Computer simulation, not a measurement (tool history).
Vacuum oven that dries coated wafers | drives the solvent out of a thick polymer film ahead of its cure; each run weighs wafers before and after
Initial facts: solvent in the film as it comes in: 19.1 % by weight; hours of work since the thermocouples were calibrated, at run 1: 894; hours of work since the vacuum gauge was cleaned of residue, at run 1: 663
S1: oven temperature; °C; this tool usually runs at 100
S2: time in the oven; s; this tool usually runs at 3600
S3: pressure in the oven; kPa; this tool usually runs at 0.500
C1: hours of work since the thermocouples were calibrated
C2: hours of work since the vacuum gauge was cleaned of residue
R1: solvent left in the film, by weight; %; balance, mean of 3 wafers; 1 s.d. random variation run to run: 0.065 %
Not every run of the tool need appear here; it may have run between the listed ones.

| run | day | S1 | S2 | S3 | C1 | C2 | R1 |
|---|---|---|---|---|---|---|---|
| 1 | 0.000 | 100 | 3600 | 0.500 | 894 | 663 | 4.54 |
| 2 | 3.358 | 98 | 3600 | 0.500 | 958 | 727 | 5.00 |
| 3 | 5.004 | 100 | 3600 | 0.500 | 990 | 759 | 4.53 |
| 4 | 8.525 | 100 | 3600 | 0.500 | 1057 | 826 | 4.47 |
| 5 | 12.117 | 100 | 3600 | 0.500 | 1125 | 894 | 4.35 |
| 6 | 14.888 | 100 | 3600 | 0.500 | 1178 | 947 | 4.55 |
| 7 | 17.696 | 89 | 3600 | 0.500 | 1232 | 1001 | 7.54 |
|  | 19.442 | vacuum gauge cleaned of residue and calibrated |
| 8 | 20.929 | 89 | 3600 | 0.500 | 1292 | 28 | 7.54 |
| 9 | 24.296 | 100 | 3600 | 0.500 | 1357 | 93 | 4.41 |
|  | 26.212 | oven's thermocouples calibrated |
| 10 | 26.700 | 100 | 3600 | 0.500 | 9 | 137 | 4.65 |
| 11 | 29.671 | 100 | 3600 | 0.500 | 66 | 194 | 4.45 |
| 12 | 31.975 | 100 | 3600 | 0.500 | 110 | 238 | 4.46 |
| 13 | 33.771 | 100 | 3600 | 0.500 | 144 | 272 | 4.51 |
| 14 | 35.542 | 100 | 3600 | 0.500 | 178 | 306 | 4.46 |
| 15 | 37.629 | 100 | 3600 | 0.500 | 218 | 345 | 4.51 |
| 16 | 39.746 | 100 | 3600 | 0.500 | 258 | 386 | 4.48 |
| 17 | 43.129 | 100 | 3600 | 0.500 | 323 | 450 | 4.38 |
| 18 | 45.304 | 100 | 4920 | 0.500 | 364 | 492 | 2.84 |
| 19 | 48.025 | 100 | 3600 | 0.500 | 416 | 544 | 4.44 |
| 20 | 50.283 | 100 | 3600 | 0.500 | 459 | 587 | 4.45 |
| 21 | 53.662 | 100 | 3600 | 1.732 | 524 | 651 | 4.87 |
| 22 | 55.617 | 100 | 3600 | 1.732 | 561 | 689 | 4.89 |
| 23 | 58.550 | 100 | 3600 | 1.732 | 617 | 745 | 4.93 |
| 24 | 61.225 | 100 | 3600 | 0.973 | 668 | 796 | 4.60 |
| 25 | 62.783 | 86 | 5340 | 1.722 | 698 | 825 | 6.86 |
| 26 | 64.542 | 87 | 4680 | 0.494 | 731 | 859 | 6.75 |
| 27 | 66.783 | 100 | 3600 | 1.090 | 774 | 902 | 4.73 |
| 28 | 70.488 | 100 | 3600 | 1.090 | 845 | 972 | 4.70 |
| 29 | 72.525 | 100 | 5700 | 1.564 | 884 | 1011 | 2.75 |
|  | 73.704 | vacuum gauge cleaned of residue and calibrated |
| 30 | 74.433 | 100 | 5700 | 1.564 | 919 | 14 | 2.54 |
| 31 | 76.600 | 91 | 3600 | 0.732 | 960 | 55 | 7.28 |
| 32 | 80.075 | 100 | 2160 | 0.903 | 1027 | 122 | 7.42 |
| 33 | 83.583 | 100 | 2160 | 0.401 | 1094 | 188 | 7.34 |
| 34 | 86.600 | 89 | 4140 | 0.345 | 1151 | 246 | 6.66 |
| 35 | 88.288 | 88 | 3600 | 0.717 | 1183 | 278 | 8.11 |
| 36 | 90.346 | 104 | 4680 | 0.717 | 1223 | 318 | 2.27 |
| 37 | 93.233 | 104 | 2100 | 0.500 | 1278 | 373 | 6.40 |
| 38 | 95.967 | 108 | 3120 | 0.500 | 1330 | 425 | 3.09 |
| 39 | 98.708 | 97 | 3600 | 1.644 | 1382 | 477 | 5.61 |
|  | 99.525 | oven's thermocouples calibrated |
| 40 | 101.250 | 113 | 2640 | 0.836 | 33 | 524 | 2.95 |
| 41 | 104.504 | 113 | 2640 | 0.836 | 95 | 586 | 2.93 |
| 42 | 106.196 | 113 | 2640 | 0.836 | 127 | 618 | 3.05 |
| 43 | 109.579 | 87 | 3600 | 0.267 | 192 | 683 | 8.06 |
| 44 | 112.442 | 87 | 3600 | 0.267 | 246 | 738 | 7.93 |
| 45 | 115.612 | 87 | 3600 | 0.267 | 307 | 798 | 8.08 |
| 46 | 118.517 | 87 | 5400 | 0.668 | 362 | 854 | 6.01 |

What differs in the tool's unlogged condition from the final listed run ahead of each entry between runs to the first listed run following it?
Between runs 7 and 8: vacuum gauge cleaned of residue and calibrated (day 19.442)
  true pressure over the reading, kPa: 0.013 -> 0.001
Between runs 9 and 10: oven's thermocouples calibrated (day 26.212)
  true wafer temperature over the reading, C: -0.08 -> 0; true pressure over the reading, kPa: 0.001 -> 0.002
Between runs 29 and 30: vacuum gauge cleaned of residue and calibrated (day 73.704)
  true pressure over the reading, kPa: 0.013 -> 0
Between runs 39 and 40: oven's thermocouples calibrated (day 99.525)
  true wafer temperature over the reading, C: -0.08 -> -0.01
